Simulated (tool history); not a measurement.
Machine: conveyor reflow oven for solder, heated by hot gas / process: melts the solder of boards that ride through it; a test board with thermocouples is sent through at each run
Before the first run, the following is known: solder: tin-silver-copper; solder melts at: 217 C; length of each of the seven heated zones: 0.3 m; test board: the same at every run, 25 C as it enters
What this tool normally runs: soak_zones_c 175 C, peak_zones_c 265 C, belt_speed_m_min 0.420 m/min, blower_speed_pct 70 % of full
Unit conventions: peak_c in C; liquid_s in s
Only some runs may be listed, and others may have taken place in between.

run 1 hour=0.0 | soak_zones_c=175 peak_zones_c=265 belt_speed_m_min=0.420 blower_speed_pct=70 | peak_c=249.7 liquid_s=63.6
run 2 hour=37.8 | soak_zones_c=175 peak_zones_c=265 belt_speed_m_min=0.420 blower_speed_pct=70 | peak_c=250.1 liquid_s=62.6
run 3 hour=66.5 | soak_zones_c=175 peak_zones_c=265 belt_speed_m_min=0.420 blower_speed_pct=70 | peak_c=250.3 liquid_s=62.5
run 4 hour=96.6 | soak_zones_c=175 peak_zones_c=265 belt_speed_m_min=0.374 blower_speed_pct=70 | peak_c=252.6 liquid_s=73.8
run 5 hour=127.0 | soak_zones_c=175 peak_zones_c=265 belt_speed_m_min=0.357 blower_speed_pct=70 | peak_c=254.5 liquid_s=79.4
run 6 hour=160.0 | soak_zones_c=175 peak_zones_c=265 belt_speed_m_min=0.420 blower_speed_pct=70 | peak_c=250.3 liquid_s=62.6
run 7 hour=188.3 | soak_zones_c=175 peak_zones_c=265 belt_speed_m_min=0.420 blower_speed_pct=70 | peak_c=250.3 liquid_s=62.2
run 8 hour=224.6 | soak_zones_c=175 peak_zones_c=265 belt_speed_m_min=0.420 blower_speed_pct=70 | peak_c=249.4 liquid_s=62.5
run 9 hour=263.8 | soak_zones_c=175 peak_zones_c=265 belt_speed_m_min=0.420 blower_speed_pct=70 | peak_c=249.6 liquid_s=62.8
run 10 hour=290.6 | soak_zones_c=175 peak_zones_c=265 belt_speed_m_min=0.420 blower_speed_pct=70 | peak_c=249.5 liquid_s=62.1
run 11 hour=311.8 | soak_zones_c=175 peak_zones_c=265 belt_speed_m_min=0.420 blower_speed_pct=70 | peak_c=249.8 liquid_s=62.8
run 12 hour=352.7 | soak_zones_c=175 peak_zones_c=265 belt_speed_m_min=0.420 blower_speed_pct=86 | peak_c=253.7 liquid_s=67.1
run 13 hour=375.6 | soak_zones_c=175 peak_zones_c=265 belt_speed_m_min=0.420 blower_speed_pct=86 | peak_c=252.6 liquid_s=66.1
run 14 hour=400.8 | soak_zones_c=175 peak_zones_c=265 belt_speed_m_min=0.430 blower_speed_pct=70 | peak_c=249.2 liquid_s=60.4
run 15 hour=438.4 | soak_zones_c=175 peak_zones_c=265 belt_speed_m_min=0.430 blower_speed_pct=70 | peak_c=248.6 liquid_s=60.4
run 16 hour=456.2 | soak_zones_c=181 peak_zones_c=266 belt_speed_m_min=0.435 blower_speed_pct=74 | peak_c=251.5 liquid_s=64.2
run 17 hour=476.1 | soak_zones_c=181 peak_zones_c=271 belt_speed_m_min=0.342 blower_speed_pct=89 | peak_c=263.6 liquid_s=94.0
run 18 hour=513.9 | soak_zones_c=180 peak_zones_c=265 belt_speed_m_min=0.420 blower_speed_pct=70 | peak_c=250.4 liquid_s=65.0
run 19 hour=548.9 | soak_zones_c=175 peak_zones_c=263 belt_speed_m_min=0.465 blower_speed_pct=70 | peak_c=245.0 liquid_s=51.4
run 20 hour=574.4 | soak_zones_c=188 peak_zones_c=265 belt_speed_m_min=0.420 blower_speed_pct=60 | peak_c=250.0 liquid_s=67.2
run 21 hour=608.6 | soak_zones_c=188 peak_zones_c=265 belt_speed_m_min=0.420 blower_speed_pct=60 | peak_c=249.3 liquid_s=67.3
run 22 hour=625.8 | soak_zones_c=188 peak_zones_c=265 belt_speed_m_min=0.420 blower_speed_pct=60 | peak_c=249.3 liquid_s=67.5
run 23 hour=666.9 | soak_zones_c=179 peak_zones_c=265 belt_speed_m_min=0.410 blower_speed_pct=60 | peak_c=248.0 liquid_s=64.1
run 24 hour=690.0 | soak_zones_c=175 peak_zones_c=280 belt_speed_m_min=0.420 blower_speed_pct=70 | peak_c=262.7 liquid_s=72.2
run 25 hour=707.9 | soak_zones_c=175 peak_zones_c=265 belt_speed_m_min=0.378 blower_speed_pct=70 | peak_c=252.1 liquid_s=73.5
run 26 hour=731.4 | soak_zones_c=175 peak_zones_c=265 belt_speed_m_min=0.378 blower_speed_pct=70 | peak_c=253.4 liquid_s=73.1
run 27 hour=761.3 | soak_zones_c=163 peak_zones_c=265 belt_speed_m_min=0.344 blower_speed_pct=59 | peak_c=249.5 liquid_s=73.1
run 28 hour=794.0 | soak_zones_c=175 peak_zones_c=265 belt_speed_m_min=0.371 blower_speed_pct=65 | peak_c=252.4 liquid_s=73.4
run 29 hour=816.4 | soak_zones_c=187 peak_zones_c=265 belt_speed_m_min=0.399 blower_speed_pct=65 | peak_c=252.2 liquid_s=73.9
run 30 hour=855.9 | soak_zones_c=187 peak_zones_c=265 belt_speed_m_min=0.399 blower_speed_pct=65 | peak_c=251.9 liquid_s=73.7

Between the runs listed above, the log contained 4 entries, not reproduced here. Where in the sequence does each belong, and how does what the log doesn't record of the tool's condition differ from the listed run before to the listed run after?
Runs 1 to 2: flux residue cleaned out of gas plates and filters (hour 16.3)
  heat that the gas passes to the board, % of a clean oven's: 99.4 -> 100; true gas temperature in zones 6 and 7 over the reading, C: -0.07 -> -0.08
Runs 8 to 9: thermocouples of zones 6 and 7 changed (hour 239.0)
  true gas temperature in zones 6 and 7 over the reading, C: -0.09 -> -0.01
Runs 17 to 18: belt drive overhauled, speed set with a stopwatch (hour 511.2)
  belt's true speed, % of the reading: 99.94 -> 100.01
Runs 18 to 19: flux residue cleaned out of gas plates and filters (hour 543.2)
  heat that the gas passes to the board, % of a clean oven's: 99.4 -> 100; belt's true speed, % of the reading: 100.01 -> 100
